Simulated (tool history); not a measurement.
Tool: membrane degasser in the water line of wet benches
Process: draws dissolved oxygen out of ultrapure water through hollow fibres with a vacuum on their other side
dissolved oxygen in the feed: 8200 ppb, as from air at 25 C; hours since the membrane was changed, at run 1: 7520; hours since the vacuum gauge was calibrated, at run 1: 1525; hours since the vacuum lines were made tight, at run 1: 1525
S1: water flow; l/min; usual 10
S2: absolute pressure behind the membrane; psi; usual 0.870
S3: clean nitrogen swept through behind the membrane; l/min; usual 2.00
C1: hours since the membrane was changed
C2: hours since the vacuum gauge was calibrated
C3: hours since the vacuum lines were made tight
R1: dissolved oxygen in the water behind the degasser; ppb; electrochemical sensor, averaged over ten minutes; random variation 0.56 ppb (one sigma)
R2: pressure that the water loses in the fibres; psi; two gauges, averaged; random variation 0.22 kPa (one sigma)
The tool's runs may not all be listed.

run,hour,S1,S2,S3,C1,C2,C3,R1,R2
1,0.0,10,0.870,2.00,7520,1525,1525,53.1,8.399
2,142.1,10,0.870,2.00,7662,1668,1668,53.7,8.324
3,384.4,10,0.870,2.00,7904,1910,1910,54.1,8.418
4,608.1,10,0.870,2.00,8128,2134,2134,54.8,8.389
5,819.4,10,0.870,2.00,8339,2345,2345,53.4,8.364
6,1030.1,8,0.870,2.00,8550,2555,2555,37.1,6.757
7,1202.4,8,0.870,2.00,8722,2728,2728,38.3,6.737
8,1444.2,10,0.870,2.00,8964,2970,2970,54.8,8.403
9,1666.6,10,0.870,0.81,9186,3192,3192,101.7,8.417
10,1911.6,10,0.870,0.81,9432,3437,3437,103.9,8.459
11,2180.7,16,0.853,1.77,9701,3706,3706,136.6,13.516
12,2333.6,16,0.853,1.77,9854,3859,3859,134.0,13.547
13,2548.3,11,1.564,1.70,10068,4074,4074,149.2,9.342
14,2807.6,14,2.038,1.70,10327,4333,4333,264.1,11.902

Run 15 comes next. What will it give?
15,2958.9,13,1.047,1.70,10479,4484,4484,?,?

{"run 15": {"R1": 119.3, "R2": 11.011}}
Without the tool's hidden state the same run would have given R1 103.2 ppb, R2 10.306 psi.
